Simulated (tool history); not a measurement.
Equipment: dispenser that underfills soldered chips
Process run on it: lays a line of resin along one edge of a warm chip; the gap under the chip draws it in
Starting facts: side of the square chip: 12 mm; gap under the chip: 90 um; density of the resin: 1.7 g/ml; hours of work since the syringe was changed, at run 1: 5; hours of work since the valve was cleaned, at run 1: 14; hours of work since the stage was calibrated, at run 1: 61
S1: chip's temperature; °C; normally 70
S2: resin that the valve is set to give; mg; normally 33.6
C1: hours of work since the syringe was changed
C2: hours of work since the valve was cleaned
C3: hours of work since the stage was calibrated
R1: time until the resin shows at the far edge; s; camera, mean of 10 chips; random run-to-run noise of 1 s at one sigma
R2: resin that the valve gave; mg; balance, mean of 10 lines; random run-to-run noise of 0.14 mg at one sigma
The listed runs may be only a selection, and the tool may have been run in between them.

run 1 hour=0.0 | S1=70 S2=33.6 | C1=5 C2=14 C3=61 | R1=136.9 R2=33.43
-- hour=2.6 new syringe of resin
run 2 hour=3.8 | S1=70 S2=33.6 | C1=1 C2=16 C3=64 | R1=106.2 R2=32.97
run 3 hour=8.3 | S1=70 S2=33.6 | C1=4 C2=19 C3=67 | R1=132.6 R2=33.14
run 4 hour=11.4 | S1=70 S2=33.6 | C1=6 C2=22 C3=69 | R1=153.6 R2=33.35
-- hour=12.3 new syringe of resin
run 5 hour=16.8 | S1=62 S2=33.6 | C1=3 C2=25 C3=72 | R1=176.6 R2=33.15
-- hour=21.5 new syringe of resin
run 6 hour=23.4 | S1=70 S2=33.6 | C1=1 C2=29 C3=77 | R1=109.0 R2=32.72
run 7 hour=26.4 | S1=70 S2=33.6 | C1=3 C2=32 C3=79 | R1=123.4 R2=33.09
-- hour=31.2 new syringe of resin
run 8 hour=32.5 | S1=70 S2=33.6 | C1=1 C2=36 C3=83 | R1=107.9 R2=33.34
run 9 hour=36.1 | S1=70 S2=42.8 | C1=3 C2=38 C3=85 | R1=127.1 R2=42.05
run 10 hour=38.8 | S1=70 S2=42.8 | C1=5 C2=40 C3=87 | R1=145.3 R2=41.59
-- hour=40.6 new syringe of resin
run 11 hour=42.2 | S1=66 S2=38.5 | C1=1 C2=42 C3=89 | R1=125.8 R2=37.64
run 12 hour=47.9 | S1=68 S2=35.7 | C1=5 C2=46 C3=93 | R1=155.5 R2=35.04
-- hour=50.0 new syringe of resin
run 13 hour=53.6 | S1=83 S2=38.8 | C1=3 C2=50 C3=97 | R1=67.3 R2=37.62
run 14 hour=56.9 | S1=83 S2=38.8 | C1=5 C2=52 C3=99 | R1=81.5 R2=37.77
-- hour=59.2 new syringe of resin
run 15 hour=60.0 | S1=55 S2=30.0 | C1=1 C2=54 C3=101 | R1=208.1 R2=29.18
run 16 hour=64.3 | S1=75 S2=30.0 | C1=4 C2=57 C3=104 | R1=107.7 R2=28.99
-- hour=68.4 new syringe of resin
run 17 hour=69.5 | S1=55 S2=30.0 | C1=1 C2=60 C3=108 | R1=206.8 R2=28.93
run 18 hour=74.2 | S1=55 S2=30.0 | C1=4 C2=64 C3=111 | R1=255.7 R2=29.05
-- hour=77.6 new syringe of resin
run 19 hour=79.1 | S1=55 S2=30.0 | C1=1 C2=67 C3=114 | R1=211.4 R2=28.89
run 20 hour=81.9 | S1=71 S2=37.7 | C1=3 C2=69 C3=116 | R1=114.4 R2=36.20

Here are 5 independent what-if runs from the current tool condition. What would each one return?
-- hour=87.0 new syringe of resin
run A hour=88.5 | S1=83 S2=34.3 | C1=1 C2=73 C3=120 | R1=? R2=?
-- hour=87.0 new syringe of resin
run B hour=88.5 | S1=70 S2=42.2 | C1=1 C2=73 C3=120 | R1=? R2=?
-- hour=87.0 new syringe of resin
run C hour=88.5 | S1=64 S2=36.9 | C1=1 C2=73 C3=120 | R1=? R2=?
-- hour=87.0 new syringe of resin
run D hour=88.5 | S1=55 S2=41.8 | C1=1 C2=73 C3=120 | R1=? R2=?
-- hour=87.0 new syringe of resin
run E hour=88.5 | S1=83 S2=31.1 | C1=1 C2=73 C3=120 | R1=? R2=?

run=A R1=61.4 R2=32.85
run=B R1=104.6 R2=40.32
run=C R1=134.2 R2=35.25
run=D R1=199.9 R2=40.08
run=E R1=63.7 R2=29.77
Without the tool's unlogged condition, the same runs would have read:
run=A R1=57.8 R2=34.24
run=B R1=99.2 R2=42.03
run=C R1=127.1 R2=36.75
run=D R1=190.1 R2=41.78
run=E R1=59.8 R2=31.04

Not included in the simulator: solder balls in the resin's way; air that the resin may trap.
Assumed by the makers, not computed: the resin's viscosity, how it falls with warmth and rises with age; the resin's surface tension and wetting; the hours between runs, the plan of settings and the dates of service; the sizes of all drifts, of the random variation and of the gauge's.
